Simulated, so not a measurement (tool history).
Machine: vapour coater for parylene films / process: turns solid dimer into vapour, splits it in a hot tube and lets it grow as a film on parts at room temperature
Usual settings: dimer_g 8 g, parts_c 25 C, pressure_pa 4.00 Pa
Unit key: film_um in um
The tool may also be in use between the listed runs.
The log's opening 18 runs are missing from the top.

run 19 hour=276.7 | dimer_g=8 parts_c=25 pressure_pa=4.00 | film_um=4.32
run 20 hour=285.9 | dimer_g=8 parts_c=25 pressure_pa=4.59 | film_um=4.26
run 21 hour=296.7 | dimer_g=5 parts_c=25 pressure_pa=4.00 | film_um=2.69
run 22 hour=316.0 | dimer_g=8 parts_c=25 pressure_pa=10.38 | film_um=3.77
run 23 hour=332.9 | dimer_g=8 parts_c=25 pressure_pa=7.33 | film_um=3.96
run 24 hour=345.1 | dimer_g=6 parts_c=32 pressure_pa=2.58 | film_um=2.89
run 25 hour=361.4 | dimer_g=12 parts_c=32 pressure_pa=5.55 | film_um=5.20
run 26 hour=373.1 | dimer_g=12 parts_c=32 pressure_pa=5.55 | film_um=5.18
run 27 hour=393.1 | dimer_g=12 parts_c=32 pressure_pa=5.55 | film_um=5.20
run 28 hour=402.5 | dimer_g=5 parts_c=26 pressure_pa=4.00 | film_um=2.59
run 29 hour=416.5 | dimer_g=5 parts_c=26 pressure_pa=4.00 | film_um=2.58

The next listed run, before its measurement:
run 30 hour=436.1 | dimer_g=7 parts_c=25 pressure_pa=4.00 | film_um=?

{"run 30": {"film_um": 3.66}}
Without the tool's hidden state the same run would have given film_um 4.16 um.

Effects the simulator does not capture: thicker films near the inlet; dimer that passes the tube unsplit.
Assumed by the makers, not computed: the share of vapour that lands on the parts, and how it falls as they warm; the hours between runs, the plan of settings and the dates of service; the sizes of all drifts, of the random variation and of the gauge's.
